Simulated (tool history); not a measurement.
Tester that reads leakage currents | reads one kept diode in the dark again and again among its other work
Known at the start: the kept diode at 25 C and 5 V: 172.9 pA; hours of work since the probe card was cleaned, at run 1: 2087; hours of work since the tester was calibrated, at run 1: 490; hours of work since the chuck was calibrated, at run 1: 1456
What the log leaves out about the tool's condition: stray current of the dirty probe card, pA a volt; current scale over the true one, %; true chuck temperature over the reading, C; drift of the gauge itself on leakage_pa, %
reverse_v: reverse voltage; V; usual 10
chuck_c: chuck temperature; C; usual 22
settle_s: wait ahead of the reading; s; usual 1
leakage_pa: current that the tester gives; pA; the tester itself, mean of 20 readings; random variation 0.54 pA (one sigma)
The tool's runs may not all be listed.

run	hour	reverse_v	chuck_c	settle_s	hours of work since the probe card was cleaned	hours of work since the tester was calibrated	hours of work since the chuck was calibrated	leakage_pa
1	0	10	22	1	2087	490	1456	173.57
2	72.3	10	22	1	2132	535	1501	173.47
3	129.8	9.2	22	1	2168	571	1538	165.29
4	165.9	10	22	1	2191	594	1560	172.72
5	221.9	10	22	1	2226	629	1596	173.17
6	283.9	10	22	1	2265	668	1635	172.96
7	316.7	10	22	1	2286	689	1655	172.34
8	381.6	10	22	1	2327	730	1696	172.98
9	428.6	10	22	1	2357	760	1726	171.92
10	466.1	10	22	1	2380	783	1749	171.63
11	508.7	10	21	1	2407	810	1776	155.9
12	540.7	10	21	1	2427	830	1796	156.2
13	599.2	10	21	1	2464	867	1833	155.7
14	663.8	10	21	1	2505	908	1874	155.24
15	699.6	10	22	1	2527	930	1896	171.01
# hour 770.8: chuck's temperature calibrated
16	776.6	12.8	22	1	2575	978	4	204.27
17	837.7	12.9	57	0.56	2613	1016	42	4519.46
18	895.2	12.9	57	0.56	2649	1052	78	4508.11
19	969.9	12.9	57	0.56	2696	1099	125	4506.75
20	1040.4	4.4	33	5.68	2741	1144	170	351.24
21	1107.7	7.9	30	0.33	2783	1186	212	351.55
22	1176	15.8	41	8.19	2826	1229	255	1284.2
23	1239.6	15.8	41	8.19	2866	1269	295	1283.59
24	1272	15.8	41	8.19	2886	1289	316	1280.72
25	1338.3	15.8	41	8.19	2928	1331	357	1280.5
26	1398.1	15.8	41	8.19	2966	1369	395	1275.33
27	1462.2	15.8	41	8.19	3006	1409	435	1275.19
28	1526.6	6.3	31	0.35	3047	1450	476	345.42
29	1572.1	6.3	31	0.35	3075	1478	505	347.15
30	1608.5	3.7	28	0.49	3098	1501	528	204.13
31	1649.5	13.7	47	0.49	3124	1527	553	2013.71
32	1681.8	13.7	47	0.49	3145	1548	574	2012.45

Measured result minus the same run's result without the hidden state. Both carry the same run-to-run variation, though not necessarily the same gauge scatter:
run	leakage_pa
1	-5.64
2	-5.87
3	-5.85
4	-6.08
5	-6.25
6	-6.42
7	-6.49
8	-6.73
9	-6.83
10	-6.93
11	-6.21
12	-6.3
13	-6.44
14	-6.61
15	-7.64
16	+4.87
17	+26.57
18	+22.2
19	+16.6
20	+1.82
21	+2.4
22	+3.67
23	+2.36
24	+1.63
25	+0.25
26	-1.06
27	-2.32
28	-0.54
29	-0.83
30	-0.68
31	-12.39
32	-13.68
